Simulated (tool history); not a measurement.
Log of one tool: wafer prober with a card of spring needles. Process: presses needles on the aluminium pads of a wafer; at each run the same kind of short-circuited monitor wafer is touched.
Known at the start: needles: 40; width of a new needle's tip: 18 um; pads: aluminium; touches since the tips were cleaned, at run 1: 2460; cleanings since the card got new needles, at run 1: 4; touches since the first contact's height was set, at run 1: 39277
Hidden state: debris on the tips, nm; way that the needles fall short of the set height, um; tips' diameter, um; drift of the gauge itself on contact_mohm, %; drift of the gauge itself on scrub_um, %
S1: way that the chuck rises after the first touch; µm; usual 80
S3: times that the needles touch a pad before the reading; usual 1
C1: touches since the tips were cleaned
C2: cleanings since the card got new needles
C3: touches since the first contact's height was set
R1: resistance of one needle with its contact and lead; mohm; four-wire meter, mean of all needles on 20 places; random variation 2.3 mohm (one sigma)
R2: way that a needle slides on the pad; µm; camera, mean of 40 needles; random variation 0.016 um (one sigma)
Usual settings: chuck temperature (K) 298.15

Run 1, day 0: usual settings; C1 2460; C2 4; C3 39277. Result: R1 252 mohm, R2 14.61 µm.
Run 2, day 0.333: usual settings; C1 5756; C2 4; C3 42573. Result: R1 256 mohm, R2 14.59 µm.
At day 0.608: tips cleaned on abrasive film.
Run 3, day 0.675: usual settings; C1 655; C2 5; C3 45893. Result: R1 254 mohm, R2 14.55 µm.
Run 4, day 1.071: usual settings; C1 4598; C2 5; C3 49836. Result: R1 256 mohm, R2 14.57 µm.
At day 1.458: tips cleaned on abrasive film.
Run 5, day 1.512: usual settings; C1 533; C2 6; C3 54134. Result: R1 253 mohm, R2 14.57 µm.
Run 6, day 1.758: usual settings; C1 2973; C2 6; C3 56574. Result: R1 254 mohm, R2 14.58 µm.
Run 7, day 1.983: usual settings; C1 5189; C2 6; C3 58790. Result: R1 255 mohm, R2 14.58 µm.
Run 8, day 2.275: usual settings; C1 8109; C2 6; C3 61710. Result: R1 254 mohm, R2 14.57 µm.
At day 2.304: tips cleaned on abrasive film.
Run 9, day 2.717: usual settings; C1 4051; C2 7; C3 65999. Result: R1 254 mohm, R2 14.59 µm.
Run 10, day 2.908: usual settings but S1 88 µm; C1 5959; C2 7; C3 67907. Result: R1 251 mohm, R2 16.03 µm.
At day 3.154: tips cleaned on abrasive film.
Run 11, day 3.154: usual settings; C1 0; C2 8; C3 70289. Result: R1 247 mohm, R2 14.61 µm.
Run 12, day 3.354: usual settings but chuck temperature (K) 377.15; C1 1974; C2 8; C3 72263. Result: R1 274 mohm, R2 14.6 µm.
Run 13, day 3.8: usual settings but chuck temperature (K) 328.15; C1 6389; C2 8; C3 76678. Result: R1 263 mohm, R2 14.55 µm.
At day 3.992: tips cleaned on abrasive film.
Run 14, day 4.017: usual settings but S1 69 µm, chuck temperature (K) 315.15; C1 257; C2 9; C3 78807. Result: R1 261 mohm, R2 12.59 µm.
Run 15, day 4.329: usual settings but S1 69 µm, chuck temperature (K) 394.15; C1 3330; C2 9; C3 81880. Result: R1 279 mohm, R2 12.58 µm.
At day 4.446: height of the first contact set anew.
Run 16, day 4.638: usual settings but S1 69 µm, chuck temperature (K) 394.15; C1 6277; C2 9; C3 1897. Result: R1 279 mohm, R2 12.55 µm.
At day 4.846: tips cleaned on abrasive film.
Run 17, day 5.025: usual settings but S1 70 µm, chuck temperature (K) 352.15; C1 1767; C2 10; C3 5684. Result: R1 272 mohm, R2 12.76 µm.
Run 18, day 5.475: usual settings but S1 71 µm, chuck temperature (K) 321.15, S3 3; C1 6221; C2 10; C3 10138. Result: R1 258 mohm, R2 12.94 µm.
Run 19, day 5.662: usual settings but chuck temperature (K) 309.15; C1 8060; C2 10; C3 11977. Result: R1 256 mohm, R2 14.57 µm.

The next listed run, before its measurement:
At day 5.688: tips cleaned on abrasive film.
Run 20, day 5.871: usual settings but S1 83 µm, S3 3; C1 1834; C2 11; C3 13995. Result: R1 ?, R2 ?.

R1: 253 mohm
R2: 15.14 µm
Without the tool's hidden state the same run would have given R1 253 mohm, R2 15.14 µm.

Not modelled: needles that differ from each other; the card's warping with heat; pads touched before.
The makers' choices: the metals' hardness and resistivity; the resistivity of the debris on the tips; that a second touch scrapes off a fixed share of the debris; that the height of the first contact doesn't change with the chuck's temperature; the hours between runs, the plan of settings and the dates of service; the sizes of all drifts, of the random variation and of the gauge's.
